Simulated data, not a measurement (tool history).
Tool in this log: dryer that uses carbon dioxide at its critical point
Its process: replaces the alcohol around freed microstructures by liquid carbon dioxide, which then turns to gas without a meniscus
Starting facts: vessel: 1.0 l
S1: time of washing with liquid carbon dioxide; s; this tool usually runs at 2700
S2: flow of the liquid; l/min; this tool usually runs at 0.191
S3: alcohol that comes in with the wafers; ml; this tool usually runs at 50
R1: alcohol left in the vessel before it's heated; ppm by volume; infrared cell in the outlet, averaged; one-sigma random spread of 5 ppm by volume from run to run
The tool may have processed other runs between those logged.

run 1 hour=0.0 | S1=2700 S2=0.191 S3=50 | R1=180
run 2 hour=18.3 | S1=2700 S2=0.191 S3=50 | R1=186
run 3 hour=57.9 | S1=2700 S2=0.191 S3=50 | R1=192
run 4 hour=92.4 | S1=2700 S2=0.191 S3=50 | R1=190
run 5 hour=117.9 | S1=2700 S2=0.191 S3=94 | R1=223
run 6 hour=144.2 | S1=3480 S2=0.191 S3=50 | R1=177
run 7 hour=174.2 | S1=2700 S2=0.191 S3=50 | R1=206
run 8 hour=194.1 | S1=2700 S2=0.191 S3=50 | R1=209
run 9 hour=223.9 | S1=2700 S2=0.191 S3=50 | R1=210
run 10 hour=247.8 | S1=3240 S2=0.171 S3=36 | R1=192
run 11 hour=284.8 | S1=4080 S2=0.223 S3=67 | R1=183
run 12 hour=313.3 | S1=2280 S2=0.191 S3=50 | R1=298
run 13 hour=347.9 | S1=2700 S2=0.172 S3=20 | R1=222
run 14 hour=389.2 | S1=2820 S2=0.189 S3=20 | R1=198
run 15 hour=423.1 | S1=1620 S2=0.216 S3=20 | R1=354
run 16 hour=441.1 | S1=2700 S2=0.191 S3=77 | R1=264
run 17 hour=473.7 | S1=2700 S2=0.191 S3=77 | R1=269
run 18 hour=506.0 | S1=2700 S2=0.191 S3=77 | R1=262

What if the next run were any one of these 3? Each begins from the tool's condition after run 18:
run A hour=533.7 | S1=3480 S2=0.172 S3=38 | R1=?
run B hour=533.7 | S1=2700 S2=0.238 S3=50 | R1=?
run C hour=533.7 | S1=2160 S2=0.168 S3=31 | R1=?

run=A R1=222
run=B R1=208
run=C R1=405
Stripped of hidden state, with their random variation kept, the same runs would have yielded:
run=A R1=11
run=B R1=0
run=C R1=148

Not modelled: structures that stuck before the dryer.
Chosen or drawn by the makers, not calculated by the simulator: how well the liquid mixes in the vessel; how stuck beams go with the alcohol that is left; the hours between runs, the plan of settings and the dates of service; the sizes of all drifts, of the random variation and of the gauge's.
